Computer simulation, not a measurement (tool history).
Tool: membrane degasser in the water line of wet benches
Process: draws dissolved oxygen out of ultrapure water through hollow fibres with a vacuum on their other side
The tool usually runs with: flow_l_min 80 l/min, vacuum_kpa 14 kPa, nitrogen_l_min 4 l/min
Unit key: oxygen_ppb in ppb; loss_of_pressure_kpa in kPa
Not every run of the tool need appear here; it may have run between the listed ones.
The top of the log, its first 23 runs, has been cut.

run	hour	flow_l_min	vacuum_kpa	nitrogen_l_min	hours since the membrane was changed	hours since the vacuum gauge was calibrated	hours since the vacuum lines were made tight	oxygen_ppb	loss_of_pressure_kpa
24	2038.1	106	10.6	4	5335	2639	2639	473.1	87.71
25	2106.2	106	20.5	4	5403	2707	2707	953.6	87.63
26	2164.9	59	14	3.47	5461	2765	2765	408.5	48.7
27	2284.7	59	14	3.47	5581	2885	2885	409.9	48.6
28	2416.9	59	14	3.47	5713	3017	3017	409.2	48.51
29	2483.7	113	21.6	4	5780	3084	3084	1065.9	93.69
30	2606.5	124	30.1	9.46	5903	3207	3207	848.2	102.71
31	2715.9	99	11.4	2.33	6013	3316	3316	703.1	82.35
32	2821.6	52	27.5	4.35	6118	3422	3422	641.3	43.02
33	2877.6	114	23.6	4.35	6174	3478	3478	1095.8	93.93

What if the next run were any one of these 3? Each begins from the tool's condition after run 33:
A	2947	80	13.2	4	6244	3548	3548	?	?
B	2947	114	15.3	4.35	6244	3548	3548	?	?
C	2947	107	14.2	2.13	6244	3548	3548	?	?

run	oxygen_ppb	loss_of_pressure_kpa
A	457.8	66.3
B	725.7	94.88
C	1026.1	89.02
Without the tool's hidden state the same runs would have given:
run	oxygen_ppb	loss_of_pressure_kpa
A	447.4	64.1
B	707.6	91.73
C	1007.3	86.07

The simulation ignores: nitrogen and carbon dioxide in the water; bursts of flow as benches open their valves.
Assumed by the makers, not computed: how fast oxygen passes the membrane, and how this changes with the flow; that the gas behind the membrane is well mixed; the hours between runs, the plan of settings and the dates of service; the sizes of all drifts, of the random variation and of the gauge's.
